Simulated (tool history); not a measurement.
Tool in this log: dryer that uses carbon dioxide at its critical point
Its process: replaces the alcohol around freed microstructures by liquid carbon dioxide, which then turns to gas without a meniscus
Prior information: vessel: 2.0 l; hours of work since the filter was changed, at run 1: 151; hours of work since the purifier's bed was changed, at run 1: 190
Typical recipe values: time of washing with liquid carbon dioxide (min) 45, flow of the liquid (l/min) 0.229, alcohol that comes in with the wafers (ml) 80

run	hour	time of washing with liquid carbon dioxide (min)	flow of the liquid (l/min)	alcohol that comes in with the wafers (ml)	hours of work since the filter was changed	hours of work since the purifier's bed was changed	alcohol left in the vessel before it's heated (ppm by volume)
1	0.0	45	0.229	80	151	190	645
2	23.2	45	0.229	22	164	204	270
3	43.0	45	0.229	22	175	215	270
4	58.1	45	0.229	80	184	224	724
5	76.3	45	0.229	80	194	234	719
6	95.0	45	0.229	80	205	245	760
7	117.9	45	0.208	80	218	258	1077
8	137.3	60	0.229	80	229	269	296
9	152.6	45	0.229	80	238	277	780
10	166.2	45	0.229	80	246	285	816
11	189.9	45	0.174	80	259	299	2074
# hour 205.5: inlet filter changed
12	212.7	45	0.174	80	4	311	1475
13	228.0	45	0.229	80	13	320	611
14	252.1	45	0.229	80	27	334	602
15	276.8	45	0.229	80	41	348	629
16	299.8	45	0.229	80	54	361	632
17	310.7	45	0.229	80	60	367	653
18	321.7	45	0.301	80	66	373	302
19	339.8	45	0.229	80	77	384	704
20	354.0	45	0.229	80	85	392	707
21	365.2	45	0.229	80	91	398	717
22	379.2	32	0.229	80	99	406	1997
23	398.4	45	0.177	80	110	417	1670
24	416.6	45	0.177	80	121	428	1702
25	433.0	44	0.149	113	130	437	4153
26	445.1	37	0.376	56	137	444	291
27	461.7	45	0.259	45	146	453	402
28	475.4	33	0.138	91	154	461	7451
29	489.7	33	0.138	91	162	469	7542
30	511.8	33	0.138	91	175	482	7613
31	537.3	30	0.354	80	189	496	749
# hour 557.6: purifier's bed changed
32	559.9	53	0.228	80	201	1	311
33	580.8	53	0.228	80	213	13	330
34	601.5	55	0.229	80	224	25	280
35	625.1	45	0.173	80	238	39	1934
36	637.2	29	0.323	80	245	45	944
37	660.4	29	0.147	24	258	59	2338
# hour 676.8: inlet filter changed
38	685.1	35	0.300	25	5	72	156
39	703.7	30	0.176	26	15	83	1400
40	720.7	30	0.176	26	25	93	1404
41	734.8	35	0.245	57	33	101	752
42	751.8	27	0.228	57	43	110	2064
43	770.4	45	0.304	67	53	121	155
44	785.6	45	0.304	67	62	130	157
45	810.0	45	0.249	27	76	143	191
46	834.9	45	0.229	67	90	158	506
47	859.1	47	0.205	85	104	172	831

Each row is a separate what-if for the run after 47, all from the same tool condition, not one after another. Results?
A	881.6	36	0.346	80	117	184	?
B	881.6	45	0.229	55	117	184	?
C	881.6	36	0.229	50	117	184	?
D	881.6	47	0.278	30	117	184	?

run	alcohol left in the vessel before it's heated (ppm by volume)
A	300
B	457
C	901
D	162
What these runs would have given with no unlogged condition in the tool:
run	alcohol left in the vessel before it's heated (ppm by volume)
A	145
B	271
C	642
D	47
